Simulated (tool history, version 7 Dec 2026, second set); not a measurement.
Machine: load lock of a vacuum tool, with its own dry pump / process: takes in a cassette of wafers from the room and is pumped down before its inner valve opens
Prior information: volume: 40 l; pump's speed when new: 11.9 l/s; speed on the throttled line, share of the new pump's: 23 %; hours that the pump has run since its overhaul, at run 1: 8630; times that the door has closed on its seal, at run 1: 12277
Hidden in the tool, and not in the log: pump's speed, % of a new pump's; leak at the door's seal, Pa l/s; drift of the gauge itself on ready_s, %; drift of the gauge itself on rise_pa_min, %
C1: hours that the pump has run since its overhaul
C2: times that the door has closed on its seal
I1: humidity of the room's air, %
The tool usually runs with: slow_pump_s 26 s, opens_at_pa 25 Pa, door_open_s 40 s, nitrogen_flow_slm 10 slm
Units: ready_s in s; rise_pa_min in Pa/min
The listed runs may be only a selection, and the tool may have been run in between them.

run 1 hour=0.0 | slow_pump_s=26 opens_at_pa=25 door_open_s=40 nitrogen_flow_slm=10 | C1=8630 C2=12277 | I1=47.6 | ready_s=53.1 rise_pa_min=0.093
run 2 hour=396.1 | slow_pump_s=26 opens_at_pa=25 door_open_s=40 nitrogen_flow_slm=10 | C1=9026 C2=13944 | I1=44.5 | ready_s=53.3 rise_pa_min=0.111
run 3 hour=812.7 | slow_pump_s=26 opens_at_pa=21 door_open_s=40 nitrogen_flow_slm=10 | C1=9443 C2=15698 | I1=47.3 | ready_s=53.7 rise_pa_min=0.125
run 4 hour=1258.7 | slow_pump_s=26 opens_at_pa=21 door_open_s=40 nitrogen_flow_slm=10 | C1=9889 C2=17576 | I1=42.6 | ready_s=54.3 rise_pa_min=0.125
run 5 hour=1658.1 | slow_pump_s=26 opens_at_pa=21 door_open_s=40 nitrogen_flow_slm=10 | C1=10288 C2=19257 | I1=44.4 | ready_s=54.6 rise_pa_min=0.159
run 6 hour=1955.9 | slow_pump_s=26 opens_at_pa=21 door_open_s=40 nitrogen_flow_slm=10 | C1=10586 C2=20511 | I1=46.9 | ready_s=54.4 rise_pa_min=0.174
-- hour=2284.4 door's seal changed, seat wiped
run 7 hour=2319.9 | slow_pump_s=26 opens_at_pa=25 door_open_s=40 nitrogen_flow_slm=10 | C1=10948 C2=149 | I1=47.8 | ready_s=54.8 rise_pa_min=0.040
run 8 hour=2903.2 | slow_pump_s=26 opens_at_pa=21 door_open_s=94 nitrogen_flow_slm=10 | C1=11532 C2=2605 | I1=43.6 | ready_s=55.4 rise_pa_min=0.067
-- hour=3225.2 dry pump taken out, an overhauled one fitted
run 9 hour=3335.7 | slow_pump_s=26 opens_at_pa=21 door_open_s=94 nitrogen_flow_slm=10 | C1=110 C2=4401 | I1=46.5 | ready_s=48.3 rise_pa_min=0.073
run 10 hour=3834.3 | slow_pump_s=26 opens_at_pa=21 door_open_s=94 nitrogen_flow_slm=10 | C1=609 C2=6500 | I1=45.0 | ready_s=49.0 rise_pa_min=0.079

Run 11 comes next. What will it give?
run 11 hour=4507.7 | slow_pump_s=17 opens_at_pa=25 door_open_s=90 nitrogen_flow_slm=24 | C1=1282 C2=9335 | I1=40.7 | ready_s=? rise_pa_min=?

ready_s: 42.5 s
rise_pa_min: 0.072 Pa/min
If the tool had no hidden condition, the same run with the same run-to-run variation would have returned ready_s 41.7 s, rise_pa_min 0.035 Pa/min.

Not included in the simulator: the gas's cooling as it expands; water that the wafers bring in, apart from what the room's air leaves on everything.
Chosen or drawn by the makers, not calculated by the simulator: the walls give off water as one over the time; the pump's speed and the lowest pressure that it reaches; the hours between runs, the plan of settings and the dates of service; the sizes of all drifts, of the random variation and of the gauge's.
